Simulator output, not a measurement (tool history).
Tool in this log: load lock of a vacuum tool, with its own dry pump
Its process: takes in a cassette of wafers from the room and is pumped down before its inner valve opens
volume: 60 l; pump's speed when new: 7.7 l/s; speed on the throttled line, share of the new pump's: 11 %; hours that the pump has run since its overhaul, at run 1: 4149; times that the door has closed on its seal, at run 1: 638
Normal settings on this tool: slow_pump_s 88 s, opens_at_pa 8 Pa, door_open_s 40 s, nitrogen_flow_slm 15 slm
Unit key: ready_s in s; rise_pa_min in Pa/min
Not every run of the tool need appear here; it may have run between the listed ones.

run	hour	slow_pump_s	opens_at_pa	door_open_s	nitrogen_flow_slm	hours that the pump has run since its overhaul	times that the door has closed on its seal	incoming humidity of the room's air, %	ready_s	rise_pa_min
1	0	88	8	40	15	4149	638	44.5	154.1	0.032
2	113.5	65	8	40	15	4263	890	44.6	135.7	0.032
3	251.6	65	8	40	15	4401	1195	44	136.1	0.042
4	379.7	88	8	40	15	4529	1479	45.1	155.4	0.034
5	485.7	88	8	40	15	4635	1714	47.1	156.3	0.034
6	560.7	88	11	40	15	4710	1881	44	151.3	0.034
7	710.8	88	11	40	15	4860	2213	42.5	153.4	0.036
8	841.1	88	11	40	15	4990	2502	48.3	152.6	0.038
9	916.8	88	11	40	15	5066	2670	46.4	151.9	0.044
10	995.8	88	8	40	21	5145	2844	43.4	156.5	0.037
11	1099.9	88	8	40	21	5249	3075	47.1	156.2	0.036
12	1256.3	88	8	40	33	5405	3422	43.5	157	0.03
13	1328	88	8	40	7	5477	3580	44.4	157.7	0.053
14	1483.2	88	8	40	7	5632	3924	46.6	156.5	0.053
15	1582.5	88	11	40	7	5732	4144	45.4	153	0.059
16	1681.9	88	12	40	31	5831	4364	43.7	153.3	0.032
17	1802.7	52	13	48	25	5952	4632	44.4	120.6	0.04
18	1906	57	8	40	15	6055	4861	43.8	129.6	0.043
19	2045.8	105	13	40	6	6195	5171	47.1	167.3	0.066
20	2126	105	13	40	6	6275	5348	41.3	166.7	0.057
21	2269.4	83	8	40	20	6418	5666	48.5	154.4	0.045
22	2394.5	83	8	40	20	6544	5943	45.2	150.9	0.051
23	2470.7	56	8	40	33	6620	6112	45.4	128.8	0.046
24	2626.9	56	8	40	33	6776	6458	46.6	128.8	0.049
25	2738.2	56	8	40	10	6887	6705	43.7	129.7	0.062
26	2857.3	56	8	40	10	7006	6969	47.7	130.7	0.063
27	2948.8	74	9	229	31	7098	7171	42.5	142.8	0.085
28	3063.2	74	9	229	31	7212	7425	46.1	143.6	0.098
29	3134.8	71	8	40	12	7284	7584	48.7	143.1	0.062
30	3276.8	152	8	99	15	7426	7898	43	213.8	0.084

What if the next run were any one of these 5? Each begins from the tool's condition after run 30:
A	3348.8	51	11	99	15	7498	8058	46.3	?	?
B	3348.8	56	8	60	15	7498	8058	44.3	?	?
C	3348.8	62	8	40	19	7498	8058	42	?	?
D	3348.8	152	13	151	42	7498	8058	40.2	?	?
E	3348.8	152	8	99	31	7498	8058	43.7	?	?

run	ready_s	rise_pa_min
A	122.7	0.086
B	129.4	0.074
C	134.9	0.061
D	209.8	0.067
E	214	0.068
Without the tool's unlogged condition, the same runs would have read:
run	ready_s	rise_pa_min
A	116.3	0.05
B	122.8	0.037
C	128.4	0.024
D	204.7	0.03
E	208.4	0.031

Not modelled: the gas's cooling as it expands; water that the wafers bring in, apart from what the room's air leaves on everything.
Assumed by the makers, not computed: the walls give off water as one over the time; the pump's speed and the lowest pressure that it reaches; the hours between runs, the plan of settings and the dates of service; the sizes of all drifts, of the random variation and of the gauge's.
